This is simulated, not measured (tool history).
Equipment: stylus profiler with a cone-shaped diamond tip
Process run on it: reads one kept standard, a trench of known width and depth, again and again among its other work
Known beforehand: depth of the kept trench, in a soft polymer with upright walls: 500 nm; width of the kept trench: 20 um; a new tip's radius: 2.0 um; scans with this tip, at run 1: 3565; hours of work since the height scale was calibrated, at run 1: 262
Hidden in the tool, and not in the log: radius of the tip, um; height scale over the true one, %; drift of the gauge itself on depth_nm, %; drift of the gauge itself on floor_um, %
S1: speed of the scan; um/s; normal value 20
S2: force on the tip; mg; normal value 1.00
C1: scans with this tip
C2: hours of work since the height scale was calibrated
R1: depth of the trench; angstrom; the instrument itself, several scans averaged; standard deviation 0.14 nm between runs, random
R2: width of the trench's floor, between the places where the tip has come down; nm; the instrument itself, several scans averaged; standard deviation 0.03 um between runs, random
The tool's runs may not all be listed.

run,hour,S1,S2,C1,C2,R1,R2
1,0.0,20,1.00,3565,262,5021.0,16920
2,11.4,20,1.00,3630,266,5020.4,16890
3,30.9,20,1.00,3740,275,5020.4,16900
4,41.5,20,1.00,3801,279,5019.9,16820
5,55.8,20,1.02,3882,285,5020.7,16860
6,69.9,20,1.02,3962,291,5020.3,16830
7,85.4,19,1.02,4051,297,5020.2,16820
8,104.4,19,1.02,4158,305,5019.0,16840
9,123.6,7,1.00,4268,313,5017.0,16940
10,136.2,7,1.00,4340,319,5020.5,16910
11,155.4,7,1.00,4449,327,5020.2,16980
12,170.9,7,0.33,4537,333,5015.0,16880
13,185.4,7,0.62,4619,339,5018.4,16910
14,203.3,6,1.00,4721,347,5019.1,16900
15,212.3,6,1.45,4773,350,5025.9,17020
16,225.3,9,0.73,4847,356,5016.7,16880
17,244.7,9,0.73,4957,364,5018.0,16910
18,255.8,9,0.73,5020,369,5016.8,16860
19,272.5,9,0.73,5115,375,5017.0,16830
20,290.9,53,2.78,5220,383,5036.9,16640
21,308.5,36,1.29,5320,391,5022.7,16670
22,326.0,61,0.44,5419,398,5010.9,16160
23,342.3,61,0.44,5512,405,5010.9,16020
24,354.2,61,0.44,5580,410,5014.6,16050
25,369.3,43,0.33,5666,416,5011.7,16200
26,388.4,24,1.45,5774,424,5024.7,16690
27,400.5,24,1.45,5843,429,5025.9,16660
28,417.9,32,0.46,5942,436,5015.6,16430

5 ways to go on from here, each from the tool as it stands after run 28. What would each give?
A,431.9,32,1.00,6022,442,?,?
B,431.9,8,0.45,6022,442,?,?
C,431.9,14,0.46,6022,442,?,?
D,431.9,16,0.45,6022,442,?,?
E,431.9,20,2.95,6022,442,?,?

run,R1,R2
A,5021.2,16600
B,5018.1,16730
C,5014.0,16710
D,5014.9,16630
E,5039.4,16760
Without the tool's unlogged condition, the same runs would have read:
run,R1,R2
A,5015.9,17080
B,5012.8,17200
C,5008.7,17190
D,5009.6,17110
E,5034.1,17230

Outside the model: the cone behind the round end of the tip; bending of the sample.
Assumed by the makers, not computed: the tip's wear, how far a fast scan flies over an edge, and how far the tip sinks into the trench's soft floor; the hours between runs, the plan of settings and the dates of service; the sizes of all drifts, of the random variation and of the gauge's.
